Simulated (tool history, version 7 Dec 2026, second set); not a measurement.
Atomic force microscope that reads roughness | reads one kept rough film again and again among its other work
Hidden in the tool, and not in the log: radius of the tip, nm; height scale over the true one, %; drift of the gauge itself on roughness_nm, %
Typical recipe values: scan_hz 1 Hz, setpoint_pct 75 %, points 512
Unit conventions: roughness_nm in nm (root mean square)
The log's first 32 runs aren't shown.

run	hour	scan_hz	setpoint_pct	points	pictures with this tip	hours of work since the height scale was calibrated	roughness_nm
33	212.8	2.82	66	610	163	450	2.802
34	220.1	2.82	65	271	175	456	2.75
35	225.3	2.82	88	565	184	460	2.151
# hour 231.9: new tip fitted
36	234.3	2.82	66	286	4	466	3.315
37	242.8	1	72	512	19	473	3.501
38	248.6	1.28	57	512	28	478	3.582
39	252.6	1.28	76	309	35	481	3.311
40	257.2	1.27	75	512	43	485	3.277
41	265.1	1	75	564	56	491	3.325

5 options for the next run, each taken on its own from the tool as it stands now. Forecast them:
A	269.8	1.82	71	348	64	495	?
B	269.8	0.52	75	512	64	495	?
C	269.8	0.74	81	743	64	495	?
D	269.8	1.99	88	400	64	495	?
E	269.8	0.5	58	581	64	495	?

run	roughness_nm
A	3.18
B	3.394
C	3.293
D	2.674
E	3.532
Take away the tool's hidden state, keep each run's random variation, and the runs would have read:
run	roughness_nm
A	3.444
B	3.676
C	3.566
D	2.896
E	3.825
